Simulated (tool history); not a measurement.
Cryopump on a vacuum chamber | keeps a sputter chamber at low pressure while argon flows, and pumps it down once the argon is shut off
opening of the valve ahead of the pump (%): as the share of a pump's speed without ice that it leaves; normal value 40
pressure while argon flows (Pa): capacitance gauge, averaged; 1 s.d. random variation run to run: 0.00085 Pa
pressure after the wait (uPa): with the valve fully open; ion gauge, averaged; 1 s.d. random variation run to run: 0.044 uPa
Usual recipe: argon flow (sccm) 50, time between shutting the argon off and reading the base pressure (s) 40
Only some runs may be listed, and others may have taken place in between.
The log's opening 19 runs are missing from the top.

run    hour  argon flow (sccm)  time between shutting the argon off and reading the base pressure (s)  opening of the valve ahead of the pump (%)  hours of work since the pump was warmed up and emptied  hours of work since the cold head was overhauled  hours of work since the chamber's fittings were tightened  pressure while argon flows (Pa)  pressure after the wait (uPa)
 20  1106.6                 50                                                                    121                                          32                                                     308                                              2269                                                        960                           0.2338                            1.5
 21  1170.1                 50                                                                     21                                          40                                                     345                                              2306                                                        997                           0.1931                           5.33
 22  1234.1                 50                                                                     21                                          40                                                     382                                              2343                                                       1034                           0.1936                           5.29
 23  1273.9                 50                                                                     21                                          40                                                     405                                              2366                                                       1057                           0.1979                           5.42
 24  1356.3                 50                                                                     21                                          40                                                     453                                              2414                                                       1105                           0.2016                           5.36
     1395.7  -- pump warmed up, emptied and cooled again
 25    1418                 73                                                                     27                                          40                                                      13                                              2447                                                       1138                           0.2543                           4.25
 26    1501                 21                                                                     22                                          28                                                      61                                              2495                                                       1186                           0.1057                           4.89
 27  1559.7                 21                                                                     22                                          28                                                      95                                              2529                                                       1220                           0.1074                              5
 28  1625.9                 21                                                                     29                                          28                                                     133                                              2567                                                       1258                           0.1058                           4.06
 29  1660.8                 50                                                                     62                                          40                                                     154                                              2588                                                       1278                           0.1827                           2.43
 30    1710                 79                                                                     40                                          18                                                     182                                              2616                                                       1307                           0.6318                           3.13
 31  1754.7                 24                                                                     40                                          39                                                     208                                              2642                                                       1333                           0.0911                           3.25
 32  1829.3                 29                                                                    283                                          53                                                     251                                              2685                                                       1376                           0.0844                           1.23

Branching from run 32: 3 alternative next runs. What would each branch give?
  A  1894                 97                                                                     33                                          29                                                     289                                              2723                                                       1413                                ?                              ?
  B  1894                 29                                                                     34                                          47                                                     289                                              2723                                                       1413                                ?                              ?
  C  1894                 50                                                                    168                                          18                                                     289                                              2723                                                       1413                                ?                              ?

run  pressure while argon flows (Pa)  pressure after the wait (uPa)
  A                           0.5011                           3.87
  B                           0.0953                           3.77
  C                           0.4024                           1.42
Stripped of hidden state, with their random variation kept, the same runs would have yielded:
run  pressure while argon flows (Pa)  pressure after the wait (uPa)
  A                           0.4681                           3.22
  B                           0.0855                           3.11
  C                           0.3855                           0.79

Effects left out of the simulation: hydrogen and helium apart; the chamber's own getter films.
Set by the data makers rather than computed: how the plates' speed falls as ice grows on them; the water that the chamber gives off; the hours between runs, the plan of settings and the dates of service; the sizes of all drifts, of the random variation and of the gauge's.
